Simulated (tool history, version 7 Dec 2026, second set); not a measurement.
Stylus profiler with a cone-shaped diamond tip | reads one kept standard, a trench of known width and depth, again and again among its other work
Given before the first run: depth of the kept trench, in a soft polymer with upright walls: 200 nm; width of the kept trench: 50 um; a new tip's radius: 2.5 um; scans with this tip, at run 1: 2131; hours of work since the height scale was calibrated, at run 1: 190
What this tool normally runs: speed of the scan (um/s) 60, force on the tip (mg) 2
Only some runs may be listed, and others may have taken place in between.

run	hour	speed of the scan (um/s)	force on the tip (mg)	scans with this tip	hours of work since the height scale was calibrated	depth of the trench (angstrom)	width of the trench's floor (µm)
1	0	60	2	2131	190	2024.7	47.73
2	11.1	60	2	2191	195	2024.4	47.75
3	20.6	193	2	2242	200	2024.4	47.25
4	34.3	193	2	2316	206	2024.6	47.28
5	44.2	193	2.95	2370	211	2031.8	47.32
6	52.4	60	0.88	2414	215	2014	47.65
7	62.2	114	1.08	2467	220	2017.7	47.42
8	70.3	114	1.08	2511	224	2017.4	47.44
9	80.9	114	1.08	2568	229	2018.5	47.45
10	97.6	21	1.66	2658	237	2022.1	47.82
11	108.9	17	3.98	2719	242	2039.6	47.9

What if the next run were any one of these 3? Each begins from the tool's condition after run 11:
A	127	23	1.48	2817	251	?	?
B	127	39	2	2817	251	?	?
C	127	35	3.92	2817	251	?	?

run	depth of the trench (angstrom)	width of the trench's floor (µm)
A	2020	47.83
B	2026.5	47.82
C	2038.2	47.78
Without the tool's hidden state the same runs would have given:
run	depth of the trench (angstrom)	width of the trench's floor (µm)
A	2018.9	47.96
B	2025.4	47.96
C	2037.2	47.92

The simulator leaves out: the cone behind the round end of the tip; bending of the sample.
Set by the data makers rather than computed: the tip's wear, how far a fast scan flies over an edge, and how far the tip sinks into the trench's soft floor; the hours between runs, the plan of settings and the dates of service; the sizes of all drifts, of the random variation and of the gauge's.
